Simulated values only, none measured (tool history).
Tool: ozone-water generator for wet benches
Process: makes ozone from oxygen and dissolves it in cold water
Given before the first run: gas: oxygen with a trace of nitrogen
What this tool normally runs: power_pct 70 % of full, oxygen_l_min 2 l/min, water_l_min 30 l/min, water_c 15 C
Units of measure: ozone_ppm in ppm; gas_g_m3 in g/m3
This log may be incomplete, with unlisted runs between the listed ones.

{"run": 1, "hour": 0.0, "power_pct": 70, "oxygen_l_min": 2, "water_l_min": 30, "water_c": 15, "ozone_ppm": 5.81, "gas_g_m3": 171.8}
{"run": 2, "hour": 28.4, "power_pct": 70, "oxygen_l_min": 2, "water_l_min": 30, "water_c": 15, "ozone_ppm": 5.88, "gas_g_m3": 173.3}
{"run": 3, "hour": 59.1, "power_pct": 70, "oxygen_l_min": 2, "water_l_min": 30, "water_c": 15, "ozone_ppm": 5.85, "gas_g_m3": 171.7}
{"run": 4, "hour": 99.9, "power_pct": 70, "oxygen_l_min": 2, "water_l_min": 30, "water_c": 15, "ozone_ppm": 5.68, "gas_g_m3": 173.6}
{"run": 5, "hour": 119.1, "power_pct": 70, "oxygen_l_min": 2, "water_l_min": 30, "water_c": 15, "ozone_ppm": 5.66, "gas_g_m3": 172.9}
{"run": 6, "hour": 138.9, "power_pct": 70, "oxygen_l_min": 2, "water_l_min": 30, "water_c": 15, "ozone_ppm": 5.79, "gas_g_m3": 173.2}
{"run": 7, "hour": 178.7, "power_pct": 70, "oxygen_l_min": 2, "water_l_min": 30, "water_c": 15, "ozone_ppm": 5.66, "gas_g_m3": 172.3}

Run 8 has not been measured yet. What should we expect?
{"run": 8, "hour": 211.9, "power_pct": 70, "oxygen_l_min": 2, "water_l_min": 30, "water_c": 15, "ozone_ppm": "?", "gas_g_m3": "?"}

Run 8 produced ozone_ppm 5.60 ppm, gas_g_m3 172.4 g/m3.
The same run, on a tool lacking any hidden state, would have yielded ozone_ppm 5.95 ppm, gas_g_m3 174.3 g/m3.
